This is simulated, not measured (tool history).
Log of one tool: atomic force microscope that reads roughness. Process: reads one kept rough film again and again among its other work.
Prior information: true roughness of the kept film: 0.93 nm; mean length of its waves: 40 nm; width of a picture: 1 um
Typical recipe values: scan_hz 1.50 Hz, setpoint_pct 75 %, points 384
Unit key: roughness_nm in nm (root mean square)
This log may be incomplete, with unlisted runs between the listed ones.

Run 1, hour 0.0: usual settings. Result: roughness_nm 0.828 nm (root mean square).
Run 2, hour 19.3: usual settings but setpoint_pct 79 %. Result: roughness_nm 0.801 nm (root mean square).
Run 3, hour 45.5: usual settings but scan_hz 2.86 Hz. Result: roughness_nm 0.742 nm (root mean square).
Run 4, hour 66.8: usual settings but scan_hz 2.22 Hz. Result: roughness_nm 0.756 nm (root mean square).
Run 5, hour 100.7: usual settings but scan_hz 2.22 Hz. Result: roughness_nm 0.736 nm (root mean square).
At hour 116.8: new tip fitted.
Run 6, hour 137.1: usual settings but setpoint_pct 64 %. Result: roughness_nm 0.846 nm (root mean square).
Run 7, hour 168.3: usual settings but setpoint_pct 64 %. Result: roughness_nm 0.829 nm (root mean square).
Run 8, hour 186.8: usual settings but points 845. Result: roughness_nm 0.781 nm (root mean square).
Run 9, hour 218.2: usual settings but points 845. Result: roughness_nm 0.775 nm (root mean square).
At hour 230.7: new tip fitted.
Run 10, hour 244.8: usual settings but points 704. Result: roughness_nm 0.815 nm (root mean square).
Run 11, hour 269.5: usual settings but points 704. Result: roughness_nm 0.804 nm (root mean square).
Run 12, hour 302.1: usual settings but points 704. Result: roughness_nm 0.786 nm (root mean square).
Run 13, hour 338.4: usual settings but points 404. Result: roughness_nm 0.757 nm (root mean square).
At hour 346.6: new tip fitted.
Run 14, hour 361.3: usual settings but points 404. Result: roughness_nm 0.815 nm (root mean square).
Run 15, hour 387.9: usual settings but points 404. Result: roughness_nm 0.798 nm (root mean square).
Run 16, hour 407.2: usual settings but points 404. Result: roughness_nm 0.783 nm (root mean square).
Run 17, hour 437.3: usual settings but points 431. Result: roughness_nm 0.770 nm (root mean square).
Run 18, hour 454.0: usual settings but points 431. Result: roughness_nm 0.755 nm (root mean square).
At hour 462.0: new tip fitted.
Run 19, hour 491.7: usual settings but points 431. Result: roughness_nm 0.798 nm (root mean square).
At hour 495.9: height scale calibrated on a step standard.
Run 20, hour 522.1: usual settings but points 431. Result: roughness_nm 0.790 nm (root mean square).
Run 21, hour 549.5: usual settings but points 431. Result: roughness_nm 0.773 nm (root mean square).
Run 22, hour 568.3: usual settings but scan_hz 3.56 Hz. Result: roughness_nm 0.678 nm (root mean square).
At hour 578.9: new tip fitted.
Run 23, hour 603.4: usual settings but scan_hz 3.56 Hz. Result: roughness_nm 0.727 nm (root mean square).
Run 24, hour 631.4: usual settings but scan_hz 3.56 Hz. Result: roughness_nm 0.707 nm (root mean square).
Run 25, hour 649.8: usual settings but scan_hz 2.61 Hz, setpoint_pct 67 %, points 745. Result: roughness_nm 0.782 nm (root mean square).
Run 26, hour 685.1: usual settings but scan_hz 1.36 Hz, setpoint_pct 77 %, points 361. Result: roughness_nm 0.765 nm (root mean square).
At hour 694.7: new tip fitted.
At hour 697.9: height scale calibrated on a step standard, once more.
Run 27, hour 710.9: usual settings but scan_hz 0.51 Hz, points 456. Result: roughness_nm 0.877 nm (root mean square).
Run 28, hour 729.9: usual settings but scan_hz 2.65 Hz, setpoint_pct 66 %, points 363. Result: roughness_nm 0.800 nm (root mean square).
Run 29, hour 754.6: usual settings but scan_hz 1.36 Hz, points 609. Result: roughness_nm 0.800 nm (root mean square).
Run 30, hour 775.2: usual settings but scan_hz 2.63 Hz, points 784. Result: roughness_nm 0.733 nm (root mean square).
Run 31, hour 805.5: usual settings but scan_hz 2.63 Hz, points 784. Result: roughness_nm 0.717 nm (root mean square).
At hour 812.2: new tip fitted.
Run 32, hour 824.0: usual settings but scan_hz 2.05 Hz. Result: roughness_nm 0.786 nm (root mean square).
Run 33, hour 853.6: usual settings but scan_hz 2.06 Hz, setpoint_pct 62 %, points 990. Result: roughness_nm 0.828 nm (root mean square).
Run 34, hour 884.7: usual settings but scan_hz 2.07 Hz, setpoint_pct 79 %, points 777. Result: roughness_nm 0.739 nm (root mean square).
Run 35, hour 914.4: usual settings but scan_hz 0.57 Hz, setpoint_pct 69 %, points 700. Result: roughness_nm 0.815 nm (root mean square).
At hour 928.4: new tip fitted.
Run 36, hour 943.4: usual settings but scan_hz 3.58 Hz, setpoint_pct 61 %. Result: roughness_nm 0.819 nm (root mean square).
Run 37, hour 969.1: usual settings but scan_hz 3.58 Hz, setpoint_pct 65 %, points 460. Result: roughness_nm 0.778 nm (root mean square).
Run 38, hour 994.2: usual settings but setpoint_pct 89 %, points 693. Result: roughness_nm 0.731 nm (root mean square).
Run 39, hour 1030.8: usual settings but scan_hz 0.61 Hz, setpoint_pct 89 %, points 278. Result: roughness_nm 0.783 nm (root mean square).
At hour 1044.5: new tip fitted.
Run 40, hour 1056.3: usual settings but scan_hz 1.75 Hz, points 287. Result: roughness_nm 0.802 nm (root mean square).
Run 41, hour 1084.7: usual settings but scan_hz 0.67 Hz, points 328. Result: roughness_nm 0.836 nm (root mean square).
Run 42, hour 1113.2: usual settings but scan_hz 0.67 Hz, points 328. Result: roughness_nm 0.828 nm (root mean square).
Run 43, hour 1147.7: usual settings but scan_hz 0.89 Hz, setpoint_pct 84 %, points 482. Result: roughness_nm 0.773 nm (root mean square).
At hour 1160.4: new tip fitted.
Run 44, hour 1181.0: usual settings but scan_hz 0.62 Hz, setpoint_pct 83 %, points 307. Result: roughness_nm 0.840 nm (root mean square).
Run 45, hour 1206.5: usual settings but scan_hz 3.54 Hz, setpoint_pct 83 %, points 307. Result: roughness_nm 0.656 nm (root mean square).
Run 46, hour 1234.5: usual settings but scan_hz 3.03 Hz, setpoint_pct 90 %, points 1008. Result: roughness_nm 0.618 nm (root mean square).

What if the next run were any one of these 4? Each begins from the tool's condition after run 46:
Run A, hour 1269.7: usual settings but scan_hz 0.71 Hz, setpoint_pct 77 %, points 265. Result: roughness_nm ?.
Run B, hour 1269.7: usual settings but scan_hz 0.64 Hz, points 813. Result: roughness_nm ?.
Run C, hour 1269.7: usual settings but scan_hz 0.74 Hz, setpoint_pct 65 %, points 310. Result: roughness_nm ?.
Run D, hour 1269.7: usual settings but scan_hz 3.03 Hz, setpoint_pct 84 %, points 758. Result: roughness_nm ?.

run  roughness_nm
  A         0.795
  B         0.802
  C         0.811
  D         0.650
What these runs would have given with no unlogged condition in the tool:
run  roughness_nm
  A         0.859
  B         0.866
  C         0.875
  D         0.701

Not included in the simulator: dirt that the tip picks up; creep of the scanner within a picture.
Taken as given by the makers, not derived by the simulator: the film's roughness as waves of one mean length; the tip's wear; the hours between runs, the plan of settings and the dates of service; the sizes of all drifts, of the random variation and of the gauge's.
